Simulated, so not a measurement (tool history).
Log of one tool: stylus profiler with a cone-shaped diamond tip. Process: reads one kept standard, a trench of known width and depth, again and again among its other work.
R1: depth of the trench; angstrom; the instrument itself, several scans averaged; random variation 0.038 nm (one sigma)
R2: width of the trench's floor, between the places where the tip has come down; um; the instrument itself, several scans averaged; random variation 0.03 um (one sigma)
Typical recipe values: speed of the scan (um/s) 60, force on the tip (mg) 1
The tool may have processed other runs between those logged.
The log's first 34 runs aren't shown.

Run 35, hour 1319.9: usual settings but speed of the scan (um/s) 74, force on the tip (mg) 1.57. Result: R1 1011.8 angstrom, R2 97.64 um.
Run 36, hour 1366.3: usual settings but speed of the scan (um/s) 176, force on the tip (mg) 0.37. Result: R1 1007.6 angstrom, R2 95.91 um.
Run 37, hour 1391.5: usual settings but speed of the scan (um/s) 176, force on the tip (mg) 0.37. Result: R1 1007.6 angstrom, R2 95.89 um.
Run 38, hour 1416: usual settings but speed of the scan (um/s) 43, force on the tip (mg) 0.67. Result: R1 1008.9 angstrom, R2 97.61 um.
Run 39, hour 1445.2: usual settings but speed of the scan (um/s) 43, force on the tip (mg) 0.67. Result: R1 1009.5 angstrom, R2 97.59 um.
Run 40, hour 1467.9: usual settings but speed of the scan (um/s) 91, force on the tip (mg) 1.07. Result: R1 1010 angstrom, R2 97.37 um.
Run 41, hour 1497.8: usual settings but speed of the scan (um/s) 91, force on the tip (mg) 1.07. Result: R1 1009.6 angstrom, R2 97.31 um.
Run 42, hour 1545.8: usual settings but speed of the scan (um/s) 58, force on the tip (mg) 0.43. Result: R1 1008.6 angstrom, R2 97.35 um.
Run 43, hour 1581.7: usual settings but speed of the scan (um/s) 62, force on the tip (mg) 0.45. Result: R1 1008.7 angstrom, R2 97.34 um.
Run 44, hour 1621.8: usual settings but speed of the scan (um/s) 196, force on the tip (mg) 1.52. Result: R1 1013 angstrom, R2 96.83 um.
Run 45, hour 1663.9: usual settings but speed of the scan (um/s) 135. Result: R1 1010.7 angstrom, R2 96.97 um.
Run 46, hour 1694.1: usual settings but speed of the scan (um/s) 66, force on the tip (mg) 0.45. Result: R1 1008.1 angstrom, R2 97.25 um.

What if the next run were any one of these 3? Each begins from the tool's condition after run 46:
Run A, hour 1728.5: usual settings but speed of the scan (um/s) 15, force on the tip (mg) 0.66. Result: R1 ?, R2 ?.
Run B, hour 1728.5: usual settings but speed of the scan (um/s) 109, force on the tip (mg) 0.54. Result: R1 ?, R2 ?.
Run C, hour 1728.5: usual settings but speed of the scan (um/s) 71. Result: R1 ?, R2 ?.

run      R1     R2
  A    1010  97.82
  B  1009.5  96.88
  C  1010.7  97.45
With no hidden state in the tool, these same runs would have given:
run      R1     R2
  A  1003.7  98.48
  B  1003.2  97.54
  C  1004.4   98.1

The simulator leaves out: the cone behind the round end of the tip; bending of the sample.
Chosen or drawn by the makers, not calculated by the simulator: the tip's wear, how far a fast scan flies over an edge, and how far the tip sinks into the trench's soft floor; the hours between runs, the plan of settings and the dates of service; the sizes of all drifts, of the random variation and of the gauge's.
